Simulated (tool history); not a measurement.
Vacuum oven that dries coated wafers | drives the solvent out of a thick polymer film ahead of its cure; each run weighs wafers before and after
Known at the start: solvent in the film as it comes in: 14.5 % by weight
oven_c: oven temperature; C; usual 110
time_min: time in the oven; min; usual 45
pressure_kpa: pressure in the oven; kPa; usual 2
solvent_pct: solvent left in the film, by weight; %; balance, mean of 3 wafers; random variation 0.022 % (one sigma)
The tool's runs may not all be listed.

run   hour  oven_c  time_min  pressure_kpa  solvent_pct
  1      0     110        45             2         3.44
  2   12.2     110        45             2         3.41
  3   31.6     110        45             2          3.4
  4   49.7     110        45             2         3.42
  5   66.8     110        45             2         3.44
  6     76     110        45             2         3.43
  7   85.4     110        61             2         2.46
  8   99.6     110        45             2         3.45
  9  107.7     110        45             2         3.45
 10  123.4     110        45             2         3.44
 11  134.8     125        66          6.76         2.14

Forecast run 12:
 12   144     111        40          4.56            ?

solvent_pct: 4.64 %
Without the tool's hidden state the same run would have given solvent_pct 4.52 %.

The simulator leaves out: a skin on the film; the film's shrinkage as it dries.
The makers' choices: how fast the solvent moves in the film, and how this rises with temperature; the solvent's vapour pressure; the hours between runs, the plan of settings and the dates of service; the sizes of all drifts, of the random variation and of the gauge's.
